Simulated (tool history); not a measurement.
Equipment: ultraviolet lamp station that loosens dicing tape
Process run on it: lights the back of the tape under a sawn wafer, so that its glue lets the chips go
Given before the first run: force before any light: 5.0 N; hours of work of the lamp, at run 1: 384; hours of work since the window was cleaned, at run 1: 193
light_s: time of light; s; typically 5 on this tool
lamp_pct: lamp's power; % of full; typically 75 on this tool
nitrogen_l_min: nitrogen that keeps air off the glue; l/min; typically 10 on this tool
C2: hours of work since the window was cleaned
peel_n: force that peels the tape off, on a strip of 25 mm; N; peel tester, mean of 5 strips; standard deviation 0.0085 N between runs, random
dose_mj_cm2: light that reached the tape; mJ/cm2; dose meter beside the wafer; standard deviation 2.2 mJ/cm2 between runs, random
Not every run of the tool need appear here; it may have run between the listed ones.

run 1 day=0 | light_s=5 lamp_pct=75 nitrogen_l_min=10 | hours_of_work_of_the_lamp=384 C2=193 | peel_n=0.488 dose_mj_cm2=170
run 2 day=0.338 | light_s=5 lamp_pct=75 nitrogen_l_min=10 | hours_of_work_of_the_lamp=388 C2=198 | peel_n=0.475 dose_mj_cm2=171
run 3 day=0.967 | light_s=5 lamp_pct=75 nitrogen_l_min=4 | hours_of_work_of_the_lamp=397 C2=206 | peel_n=0.77 dose_mj_cm2=170
run 4 day=1.729 | light_s=5 lamp_pct=75 nitrogen_l_min=4 | hours_of_work_of_the_lamp=407 C2=216 | peel_n=0.826 dose_mj_cm2=166
run 5 day=2.279 | light_s=5 lamp_pct=75 nitrogen_l_min=16 | hours_of_work_of_the_lamp=414 C2=224 | peel_n=0.389 dose_mj_cm2=167
run 6 day=2.65 | light_s=5 lamp_pct=75 nitrogen_l_min=10 | hours_of_work_of_the_lamp=419 C2=229 | peel_n=0.497 dose_mj_cm2=169
run 7 day=3.004 | light_s=5 lamp_pct=75 nitrogen_l_min=16 | hours_of_work_of_the_lamp=424 C2=234 | peel_n=0.41 dose_mj_cm2=163
run 8 day=3.788 | light_s=5 lamp_pct=75 nitrogen_l_min=5 | hours_of_work_of_the_lamp=435 C2=244 | peel_n=0.716 dose_mj_cm2=165
run 9 day=4.171 | light_s=5 lamp_pct=75 nitrogen_l_min=10 | hours_of_work_of_the_lamp=440 C2=249 | peel_n=0.503 dose_mj_cm2=162
run 10 day=4.921 | light_s=5 lamp_pct=75 nitrogen_l_min=10 | hours_of_work_of_the_lamp=450 C2=259 | peel_n=0.531 dose_mj_cm2=165
run 11 day=5.504 | light_s=5 lamp_pct=75 nitrogen_l_min=5 | hours_of_work_of_the_lamp=458 C2=267 | peel_n=0.791 dose_mj_cm2=159
run 12 day=5.933 | light_s=2 lamp_pct=75 nitrogen_l_min=10 | hours_of_work_of_the_lamp=463 C2=273 | peel_n=1.891 dose_mj_cm2=67
run 13 day=6.554 | light_s=2 lamp_pct=75 nitrogen_l_min=10 | hours_of_work_of_the_lamp=472 C2=281 | peel_n=1.947 dose_mj_cm2=69
run 14 day=7.142 | light_s=2 lamp_pct=75 nitrogen_l_min=10 | hours_of_work_of_the_lamp=480 C2=289 | peel_n=1.972 dose_mj_cm2=65
run 15 day=7.671 | light_s=5 lamp_pct=75 nitrogen_l_min=20 | hours_of_work_of_the_lamp=487 C2=296 | peel_n=0.398 dose_mj_cm2=158
run 16 day=8.321 | light_s=5 lamp_pct=75 nitrogen_l_min=20 | hours_of_work_of_the_lamp=496 C2=305 | peel_n=0.389 dose_mj_cm2=162
run 17 day=8.95 | light_s=5 lamp_pct=75 nitrogen_l_min=7 | hours_of_work_of_the_lamp=504 C2=314 | peel_n=0.666 dose_mj_cm2=161
run 18 day=9.492 | light_s=5 lamp_pct=75 nitrogen_l_min=7 | hours_of_work_of_the_lamp=511 C2=321 | peel_n=0.677 dose_mj_cm2=157
run 19 day=9.996 | light_s=5 lamp_pct=66 nitrogen_l_min=10 | hours_of_work_of_the_lamp=518 C2=328 | peel_n=0.71 dose_mj_cm2=137
run 20 day=10.388 | light_s=5 lamp_pct=75 nitrogen_l_min=13 | hours_of_work_of_the_lamp=523 C2=333 | peel_n=0.495 dose_mj_cm2=157
run 21 day=10.817 | light_s=5 lamp_pct=75 nitrogen_l_min=6 | hours_of_work_of_the_lamp=529 C2=339 | peel_n=0.747 dose_mj_cm2=160
run 22 day=11.429 | light_s=5 lamp_pct=75 nitrogen_l_min=6 | hours_of_work_of_the_lamp=537 C2=347 | peel_n=0.759 dose_mj_cm2=155
run 23 day=12.146 | light_s=5 lamp_pct=75 nitrogen_l_min=6 | hours_of_work_of_the_lamp=547 C2=357 | peel_n=0.768 dose_mj_cm2=151
-- day=12.562 window cleaned of glue's vapour
run 24 day=12.875 | light_s=4 lamp_pct=100 nitrogen_l_min=10 | hours_of_work_of_the_lamp=557 C2=4 | peel_n=0.419 dose_mj_cm2=184
run 25 day=13.696 | light_s=6 lamp_pct=68 nitrogen_l_min=18 | hours_of_work_of_the_lamp=568 C2=15 | peel_n=0.331 dose_mj_cm2=190
run 26 day=14.233 | light_s=5 lamp_pct=80 nitrogen_l_min=14 | hours_of_work_of_the_lamp=575 C2=22 | peel_n=0.367 dose_mj_cm2=179
run 27 day=14.733 | light_s=5 lamp_pct=80 nitrogen_l_min=14 | hours_of_work_of_the_lamp=581 C2=29 | peel_n=0.373 dose_mj_cm2=177
run 28 day=15.325 | light_s=6 lamp_pct=61 nitrogen_l_min=5 | hours_of_work_of_the_lamp=590 C2=37 | peel_n=0.771 dose_mj_cm2=162
run 29 day=15.979 | light_s=2 lamp_pct=60 nitrogen_l_min=5 | hours_of_work_of_the_lamp=598 C2=46 | peel_n=2.558 dose_mj_cm2=55
run 30 day=16.767 | light_s=5 lamp_pct=65 nitrogen_l_min=5 | hours_of_work_of_the_lamp=609 C2=57 | peel_n=0.94 dose_mj_cm2=146
run 31 day=17.283 | light_s=4 lamp_pct=97 nitrogen_l_min=10 | hours_of_work_of_the_lamp=616 C2=64 | peel_n=0.456 dose_mj_cm2=168
run 32 day=17.629 | light_s=6 lamp_pct=92 nitrogen_l_min=10 | hours_of_work_of_the_lamp=620 C2=68 | peel_n=0.274 dose_mj_cm2=241
run 33 day=18.229 | light_s=4 lamp_pct=69 nitrogen_l_min=5 | hours_of_work_of_the_lamp=629 C2=76 | peel_n=1.201 dose_mj_cm2=119
run 34 day=18.858 | light_s=4 lamp_pct=69 nitrogen_l_min=5 | hours_of_work_of_the_lamp=637 C2=85 | peel_n=1.228 dose_mj_cm2=116
run 35 day=19.267 | light_s=3 lamp_pct=83 nitrogen_l_min=10 | hours_of_work_of_the_lamp=643 C2=90 | peel_n=1.035 dose_mj_cm2=106
run 36 day=19.862 | light_s=3 lamp_pct=61 nitrogen_l_min=4 | hours_of_work_of_the_lamp=651 C2=98 | peel_n=2.11 dose_mj_cm2=79
run 37 day=20.421 | light_s=9 lamp_pct=98 nitrogen_l_min=12 | hours_of_work_of_the_lamp=658 C2=106 | peel_n=0.162 dose_mj_cm2=376
run 38 day=20.796 | light_s=5 lamp_pct=69 nitrogen_l_min=20 | hours_of_work_of_the_lamp=663 C2=111 | peel_n=0.464 dose_mj_cm2=148
run 39 day=21.325 | light_s=5 lamp_pct=69 nitrogen_l_min=20 | hours_of_work_of_the_lamp=670 C2=118 | peel_n=0.461 dose_mj_cm2=148
run 40 day=22.121 | light_s=5 lamp_pct=90 nitrogen_l_min=9 | hours_of_work_of_the_lamp=681 C2=129 | peel_n=0.414 dose_mj_cm2=192
run 41 day=22.746 | light_s=5 lamp_pct=90 nitrogen_l_min=9 | hours_of_work_of_the_lamp=689 C2=137 | peel_n=0.413 dose_mj_cm2=191
run 42 day=23.221 | light_s=6 lamp_pct=100 nitrogen_l_min=4 | hours_of_work_of_the_lamp=696 C2=143 | peel_n=0.399 dose_mj_cm2=257
run 43 day=23.821 | light_s=5 lamp_pct=75 nitrogen_l_min=20 | hours_of_work_of_the_lamp=704 C2=151 | peel_n=0.417 dose_mj_cm2=155

Consider 5 possible next runs. They are alternatives, not a sequence: every one starts from the tool as it was left by run 43. What does each give?
run A day=24.367 | light_s=3 lamp_pct=64 nitrogen_l_min=9 | hours_of_work_of_the_lamp=711 C2=159 | peel_n=? dose_mj_cm2=?
run B day=24.367 | light_s=5 lamp_pct=92 nitrogen_l_min=3 | hours_of_work_of_the_lamp=711 C2=159 | peel_n=? dose_mj_cm2=?
run C day=24.367 | light_s=2 lamp_pct=75 nitrogen_l_min=9 | hours_of_work_of_the_lamp=711 C2=159 | peel_n=? dose_mj_cm2=?
run D day=24.367 | light_s=8 lamp_pct=82 nitrogen_l_min=9 | hours_of_work_of_the_lamp=711 C2=159 | peel_n=? dose_mj_cm2=?
run E day=24.367 | light_s=5 lamp_pct=75 nitrogen_l_min=4 | hours_of_work_of_the_lamp=711 C2=159 | peel_n=? dose_mj_cm2=?

run=A peel_n=1.566 dose_mj_cm2=81
run=B peel_n=0.761 dose_mj_cm2=191
run=C peel_n=1.995 dose_mj_cm2=66
run=D peel_n=0.241 dose_mj_cm2=278
run=E peel_n=0.933 dose_mj_cm2=152
What these runs would have given with no unlogged condition in the tool:
run=A peel_n=1.116 dose_mj_cm2=106
run=B peel_n=0.471 dose_mj_cm2=252
run=C peel_n=1.513 dose_mj_cm2=85
run=D peel_n=0.187 dose_mj_cm2=364
run=E peel_n=0.59 dose_mj_cm2=201

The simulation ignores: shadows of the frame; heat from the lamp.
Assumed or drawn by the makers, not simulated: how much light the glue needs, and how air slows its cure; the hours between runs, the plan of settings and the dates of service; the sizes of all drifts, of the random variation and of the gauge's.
